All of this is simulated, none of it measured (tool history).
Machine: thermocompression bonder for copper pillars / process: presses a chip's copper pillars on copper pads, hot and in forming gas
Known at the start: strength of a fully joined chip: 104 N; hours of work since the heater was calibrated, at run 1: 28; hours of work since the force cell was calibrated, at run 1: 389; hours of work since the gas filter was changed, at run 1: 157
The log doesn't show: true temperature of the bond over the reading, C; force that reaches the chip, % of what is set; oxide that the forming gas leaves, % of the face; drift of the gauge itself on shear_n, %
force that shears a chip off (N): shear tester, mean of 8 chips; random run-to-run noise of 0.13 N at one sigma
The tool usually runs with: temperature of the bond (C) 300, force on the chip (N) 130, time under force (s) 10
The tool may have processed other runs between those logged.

run,hour,temperature of the bond (C),force on the chip (N),time under force (s),hours of work since the heater was calibrated,hours of work since the force cell was calibrated,hours of work since the gas filter was changed,force that shears a chip off (N)
1,0.0,300,130,10,28,389,157,38.7
# hour 11.3: forming gas filter changed
2,31.5,300,130,10,51,412,15,38.9
3,74.1,300,130,10,83,444,47,38.6
4,114.2,300,130,10,113,474,77,38.7
5,141.2,300,130,10,133,494,98,39.0
6,166.5,289,130,10,152,513,117,35.0
7,207.5,289,130,10,183,544,147,35.0
# hour 230.8: forming gas filter changed
8,234.3,289,130,10,203,564,3,35.1
9,264.0,300,130,11,225,586,25,40.0
10,292.2,300,130,10,246,607,46,38.7
11,311.7,300,130,8,261,622,61,35.5
12,332.6,328,146,5,277,638,76,43.0
13,359.9,306,130,10,297,658,97,41.1
14,386.9,270,194,18,317,678,117,56.3
15,419.1,270,194,18,342,703,141,56.6
16,446.7,270,194,18,362,723,162,56.6
# hour 453.1: forming gas filter changed
17,484.8,311,135,6,391,752,24,36.6
18,517.3,313,130,10,415,776,48,43.5
19,548.0,313,175,10,438,799,71,59.3
20,566.9,323,188,10,452,813,86,67.3
21,591.7,323,188,10,471,832,104,67.1

Branching from run 21: 5 alternative next runs. What would each branch give?
A,612.8,323,158,10,487,848,120,?
B,612.8,323,188,13,487,848,120,?
C,612.8,290,153,5,487,848,120,?
D,612.8,300,102,10,487,848,120,?
E,612.8,300,157,21,487,848,120,?

run,force that shears a chip off (N)
A,57.5
B,72.2
C,32.5
D,28.9
E,61.3
Stripped of hidden state, with their random variation kept, the same runs would have yielded:
run,force that shears a chip off (N)
A,57.6
B,72.3
C,32.5
D,28.9
E,61.3
